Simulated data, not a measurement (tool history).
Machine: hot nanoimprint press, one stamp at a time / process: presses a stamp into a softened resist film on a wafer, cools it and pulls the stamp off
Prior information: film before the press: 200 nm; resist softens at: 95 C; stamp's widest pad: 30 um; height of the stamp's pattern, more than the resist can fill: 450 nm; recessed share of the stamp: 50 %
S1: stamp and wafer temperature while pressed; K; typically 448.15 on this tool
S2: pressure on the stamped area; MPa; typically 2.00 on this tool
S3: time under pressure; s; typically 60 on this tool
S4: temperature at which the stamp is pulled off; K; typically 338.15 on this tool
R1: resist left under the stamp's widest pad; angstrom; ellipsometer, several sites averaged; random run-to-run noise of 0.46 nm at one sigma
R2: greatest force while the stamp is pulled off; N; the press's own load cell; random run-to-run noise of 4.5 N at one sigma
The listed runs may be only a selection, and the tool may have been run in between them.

run	hour	S1	S2	S3	S4	R1	R2
1	0.0	448.15	2.00	60	338.15	974	224
2	42.9	448.15	2.00	60	342.15	970	203
3	78.5	448.15	1.46	60	338.15	1121	223
4	121.3	448.15	1.46	60	338.15	1118	223
5	175.3	457.15	2.00	60	338.15	747	219
6	233.5	457.15	2.00	60	338.15	746	222
7	271.8	448.15	2.00	60	345.15	972	192
8	318.3	448.15	2.00	60	345.15	967	193
9	389.5	448.15	2.00	53	338.15	1006	222
10	421.4	448.15	2.00	51	338.15	1017	219
11	458.6	448.15	2.00	51	338.15	1017	224
12	521.8	448.15	2.91	55	338.15	832	216
13	574.8	438.15	2.97	90	325.15	950	271
14	616.7	438.15	2.97	90	325.15	945	272
15	672.4	438.15	2.97	90	325.15	951	282
16	711.9	455.15	1.42	52	335.15	988	231
17	749.5	455.15	1.42	52	335.15	993	235
18	801.9	455.15	1.42	52	335.15	982	234
19	861.9	456.15	1.99	40	333.15	898	243
20	917.3	456.15	1.99	40	333.15	896	239

Removed from this log: 8 entries logged between the listed runs. Between which two listed runs does each belong, and how does the tool's hidden state at the listed run before it compare with that at the listed run after it?
Logged between run 1 and run 2: plate thermocouple calibrated (hour 23.2); stamp cleaned and given a new release coat (hour 37.6)
  true temperature over the reading, C: -0.07 -> -0.01; pressure that arrives at the usual setting, %: 99.91 -> 99.9; grip of the stamp's worn release coat, % over a new coat's: 1 -> 0
Logged between run 5 and run 6: stamp cleaned and given a new release coat (hour 192.4)
  true temperature over the reading, C: -0.02 -> -0.03; pressure that arrives at the usual setting, %: 99.88 -> 99.87; grip of the stamp's worn release coat, % over a new coat's: 1.2 -> 0.3
Logged between run 8 and run 9: stamp cleaned and given a new release coat (hour 348.2)
  true temperature over the reading, C: -0.03 -> -0.04; pressure that arrives at the usual setting, %: 99.85 -> 99.84; grip of the stamp's worn release coat, % over a new coat's: 1.1 -> 0.3
Logged between run 11 and run 12: stamp cleaned and given a new release coat (hour 503.2)
  pressure that arrives at the usual setting, %: 99.83 -> 99.82; grip of the stamp's worn release coat, % over a new coat's: 1 -> 0.2
Logged between run 14 and run 15: stamp cleaned and given a new release coat (hour 656.2)
  true temperature over the reading, C: -0.06 -> -0.07; pressure that arrives at the usual setting, %: 99.8 -> 99.79; grip of the stamp's worn release coat, % over a new coat's: 1 -> 0.1
Logged between run 15 and run 16: plate thermocouple calibrated (hour 708.5)
  true temperature over the reading, C: -0.07 -> 0; grip of the stamp's worn release coat, % over a new coat's: 0.1 -> 0.4
Logged between run 18 and run 19: stamp cleaned and given a new release coat (hour 812.0)
  true temperature over the reading, C: -0.01 -> -0.02; pressure that arrives at the usual setting, %: 99.77 -> 99.76; grip of the stamp's worn release coat, % over a new coat's: 1.3 -> 0.4

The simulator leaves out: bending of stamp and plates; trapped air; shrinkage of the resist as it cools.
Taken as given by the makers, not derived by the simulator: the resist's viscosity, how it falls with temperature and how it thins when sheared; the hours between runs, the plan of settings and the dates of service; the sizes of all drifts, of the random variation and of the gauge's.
